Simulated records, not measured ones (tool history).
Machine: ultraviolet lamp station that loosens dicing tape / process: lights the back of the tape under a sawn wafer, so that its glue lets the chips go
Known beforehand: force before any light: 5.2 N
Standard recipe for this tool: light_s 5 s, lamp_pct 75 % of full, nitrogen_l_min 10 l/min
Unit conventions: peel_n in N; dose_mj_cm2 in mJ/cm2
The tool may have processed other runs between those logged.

Run 1, hour 0.0: usual settings. Result: peel_n 0.562 N, dose_mj_cm2 414 mJ/cm2.
Run 2, hour 22.2: usual settings but lamp_pct 60 % of full. Result: peel_n 0.883 N, dose_mj_cm2 326 mJ/cm2.
Run 3, hour 63.8: usual settings but lamp_pct 60 % of full. Result: peel_n 0.874 N, dose_mj_cm2 329 mJ/cm2.
Run 4, hour 83.8: usual settings but lamp_pct 60 % of full. Result: peel_n 0.892 N, dose_mj_cm2 322 mJ/cm2.
Run 5, hour 117.6: usual settings but lamp_pct 60 % of full. Result: peel_n 0.891 N, dose_mj_cm2 321 mJ/cm2.
Run 6, hour 163.6: usual settings but light_s 2 s. Result: peel_n 2.155 N, dose_mj_cm2 160 mJ/cm2.
Run 7, hour 201.5: usual settings but light_s 3 s. Result: peel_n 1.374 N, dose_mj_cm2 236 mJ/cm2.
Run 8, hour 220.9: usual settings. Result: peel_n 0.630 N, dose_mj_cm2 397 mJ/cm2.
Run 9, hour 241.1: usual settings. Result: peel_n 0.655 N, dose_mj_cm2 391 mJ/cm2.
Run 10, hour 270.5: usual settings but light_s 7 s, lamp_pct 63 % of full, nitrogen_l_min 6 l/min. Result: peel_n 0.667 N, dose_mj_cm2 461 mJ/cm2.
Run 11, hour 315.3: usual settings but light_s 3 s, lamp_pct 63 % of full. Result: peel_n 1.793 N, dose_mj_cm2 191 mJ/cm2.
Run 12, hour 353.4: usual settings but light_s 3 s, lamp_pct 63 % of full. Result: peel_n 1.865 N, dose_mj_cm2 195 mJ/cm2.
Run 13, hour 380.0: usual settings but light_s 3 s, lamp_pct 63 % of full. Result: peel_n 1.780 N, dose_mj_cm2 193 mJ/cm2.
Run 14, hour 409.4: usual settings but light_s 4 s, lamp_pct 83 % of full, nitrogen_l_min 6 l/min. Result: peel_n 1.103 N, dose_mj_cm2 337 mJ/cm2.
Run 15, hour 429.1: usual settings but light_s 2 s. Result: peel_n 2.241 N, dose_mj_cm2 155 mJ/cm2.
At hour 444.1: window cleaned of glue's vapour.
Run 16, hour 449.6: usual settings but lamp_pct 69 % of full, nitrogen_l_min 7 l/min. Result: peel_n 0.783 N, dose_mj_cm2 385 mJ/cm2.
Run 17, hour 484.5: usual settings but light_s 3 s, lamp_pct 83 % of full, nitrogen_l_min 5 l/min. Result: peel_n 1.535 N, dose_mj_cm2 279 mJ/cm2.
Run 18, hour 519.5: usual settings but light_s 3 s, lamp_pct 83 % of full, nitrogen_l_min 5 l/min. Result: peel_n 1.574 N, dose_mj_cm2 273 mJ/cm2.

Forecast each of these 4 alternatives for the next run:
Run A, hour 550.8: usual settings but light_s 3 s, lamp_pct 83 % of full. Result: peel_n ?, dose_mj_cm2 ?.
Run B, hour 550.8: usual settings but light_s 3 s, lamp_pct 68 % of full, nitrogen_l_min 5 l/min. Result: peel_n ?, dose_mj_cm2 ?.
Run C, hour 550.8: usual settings but light_s 9 s, lamp_pct 71 % of full, nitrogen_l_min 19 l/min. Result: peel_n ?, dose_mj_cm2 ?.
Run D, hour 550.8: usual settings but light_s 8 s. Result: peel_n ?, dose_mj_cm2 ?.

run  peel_n  dose_mj_cm2
  A   1.195          273
  B   1.869          224
  C   0.137          694
  D   0.220          660
Stripped of hidden state, with their random variation kept, the same runs would have yielded:
run  peel_n  dose_mj_cm2
  A   0.977          312
  B   1.627          257
  C   0.115          793
  D   0.170          755
